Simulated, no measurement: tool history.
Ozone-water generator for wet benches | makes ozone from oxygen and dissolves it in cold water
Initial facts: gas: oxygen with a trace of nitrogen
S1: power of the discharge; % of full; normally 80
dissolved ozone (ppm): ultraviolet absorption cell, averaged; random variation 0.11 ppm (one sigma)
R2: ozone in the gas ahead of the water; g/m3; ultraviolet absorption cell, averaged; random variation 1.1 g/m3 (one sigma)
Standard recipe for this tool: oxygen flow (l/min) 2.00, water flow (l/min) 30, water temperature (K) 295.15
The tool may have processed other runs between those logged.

{"run": 1, "hour": 0.0, "S1": 80, "oxygen flow (l/min)": 2.0, "water flow (l/min)": 30, "water temperature (K)": 295.15, "dissolved ozone (ppm)": 6.7, "R2": 183.7}
{"run": 2, "hour": 53.3, "S1": 80, "oxygen flow (l/min)": 2.0, "water flow (l/min)": 30, "water temperature (K)": 295.15, "dissolved ozone (ppm)": 6.7, "R2": 184.4}
{"run": 3, "hour": 100.1, "S1": 80, "oxygen flow (l/min)": 2.0, "water flow (l/min)": 30, "water temperature (K)": 295.15, "dissolved ozone (ppm)": 6.8, "R2": 185.2}
{"run": 4, "hour": 146.6, "S1": 80, "oxygen flow (l/min)": 2.0, "water flow (l/min)": 32, "water temperature (K)": 295.15, "dissolved ozone (ppm)": 6.2, "R2": 185.0}
{"run": 5, "hour": 193.2, "S1": 73, "oxygen flow (l/min)": 2.0, "water flow (l/min)": 32, "water temperature (K)": 295.15, "dissolved ozone (ppm)": 5.8, "R2": 174.8}
{"run": 6, "hour": 234.4, "S1": 80, "oxygen flow (l/min)": 2.0, "water flow (l/min)": 30, "water temperature (K)": 295.15, "dissolved ozone (ppm)": 6.7, "R2": 185.1}
{"run": 7, "hour": 265.8, "S1": 80, "oxygen flow (l/min)": 2.87, "water flow (l/min)": 30, "water temperature (K)": 295.15, "dissolved ozone (ppm)": 7.5, "R2": 157.5}
{"run": 8, "hour": 295.2, "S1": 80, "oxygen flow (l/min)": 2.87, "water flow (l/min)": 30, "water temperature (K)": 295.15, "dissolved ozone (ppm)": 7.6, "R2": 158.5}
{"run": 9, "hour": 341.0, "S1": 82, "oxygen flow (l/min)": 2.87, "water flow (l/min)": 30, "water temperature (K)": 295.15, "dissolved ozone (ppm)": 7.6, "R2": 158.6}
{"run": 10, "hour": 393.3, "S1": 82, "oxygen flow (l/min)": 2.87, "water flow (l/min)": 30, "water temperature (K)": 295.15, "dissolved ozone (ppm)": 7.8, "R2": 162.3}
{"run": 11, "hour": 419.5, "S1": 82, "oxygen flow (l/min)": 2.87, "water flow (l/min)": 30, "water temperature (K)": 295.15, "dissolved ozone (ppm)": 7.6, "R2": 160.3}
{"run": 12, "hour": 468.1, "S1": 82, "oxygen flow (l/min)": 2.87, "water flow (l/min)": 30, "water temperature (K)": 295.15, "dissolved ozone (ppm)": 7.7, "R2": 160.1}
{"run": 13, "hour": 494.4, "S1": 45, "oxygen flow (l/min)": 2.87, "water flow (l/min)": 30, "water temperature (K)": 295.15, "dissolved ozone (ppm)": 5.0, "R2": 103.7}
{"run": 14, "hour": 532.6, "S1": 80, "oxygen flow (l/min)": 2.0, "water flow (l/min)": 30, "water temperature (K)": 295.15, "dissolved ozone (ppm)": 6.7, "R2": 184.1}
{"run": 15, "hour": 575.4, "S1": 80, "oxygen flow (l/min)": 2.0, "water flow (l/min)": 30, "water temperature (K)": 295.15, "dissolved ozone (ppm)": 6.7, "R2": 184.6}
{"run": 16, "hour": 616.8, "S1": 80, "oxygen flow (l/min)": 2.0, "water flow (l/min)": 30, "water temperature (K)": 295.15, "dissolved ozone (ppm)": 6.6, "R2": 183.8}
{"run": 17, "hour": 671.3, "S1": 80, "oxygen flow (l/min)": 2.0, "water flow (l/min)": 30, "water temperature (K)": 295.15, "dissolved ozone (ppm)": 6.6, "R2": 184.8}
{"run": 18, "hour": 724.3, "S1": 80, "oxygen flow (l/min)": 3.16, "water flow (l/min)": 30, "water temperature (K)": 295.15, "dissolved ozone (ppm)": 7.8, "R2": 152.8}
{"run": 19, "hour": 766.0, "S1": 80, "oxygen flow (l/min)": 3.16, "water flow (l/min)": 30, "water temperature (K)": 295.15, "dissolved ozone (ppm)": 7.6, "R2": 149.3}
{"run": 20, "hour": 802.7, "S1": 73, "oxygen flow (l/min)": 2.0, "water flow (l/min)": 36, "water temperature (K)": 295.15, "dissolved ozone (ppm)": 4.9, "R2": 171.8}
{"run": 21, "hour": 854.0, "S1": 56, "oxygen flow (l/min)": 2.0, "water flow (l/min)": 25, "water temperature (K)": 295.15, "dissolved ozone (ppm)": 6.2, "R2": 141.5}
{"run": 22, "hour": 891.4, "S1": 80, "oxygen flow (l/min)": 1.68, "water flow (l/min)": 27, "water temperature (K)": 295.15, "dissolved ozone (ppm)": 7.0, "R2": 199.6}
{"run": 23, "hour": 919.0, "S1": 80, "oxygen flow (l/min)": 1.68, "water flow (l/min)": 27, "water temperature (K)": 295.15, "dissolved ozone (ppm)": 6.8, "R2": 199.1}
{"run": 24, "hour": 950.7, "S1": 59, "oxygen flow (l/min)": 2.91, "water flow (l/min)": 26, "water temperature (K)": 290.15, "dissolved ozone (ppm)": 7.1, "R2": 124.7}
{"run": 25, "hour": 1002.0, "S1": 81, "oxygen flow (l/min)": 2.92, "water flow (l/min)": 47, "water temperature (K)": 298.15, "dissolved ozone (ppm)": 4.5, "R2": 155.7}

Run 26 is up next; what results do you expect?
{"run": 26, "hour": 1028.7, "S1": 81, "oxygen flow (l/min)": 2.29, "water flow (l/min)": 47, "water temperature (K)": 298.15, "dissolved ozone (ppm)": "?", "R2": "?"}

dissolved ozone (ppm): 4.1
R2: 175.1 g/m3
If the tool had no hidden condition, the same run with the same run-to-run variation would have returned dissolved ozone (ppm) 4.4, R2 177.6 g/m3.

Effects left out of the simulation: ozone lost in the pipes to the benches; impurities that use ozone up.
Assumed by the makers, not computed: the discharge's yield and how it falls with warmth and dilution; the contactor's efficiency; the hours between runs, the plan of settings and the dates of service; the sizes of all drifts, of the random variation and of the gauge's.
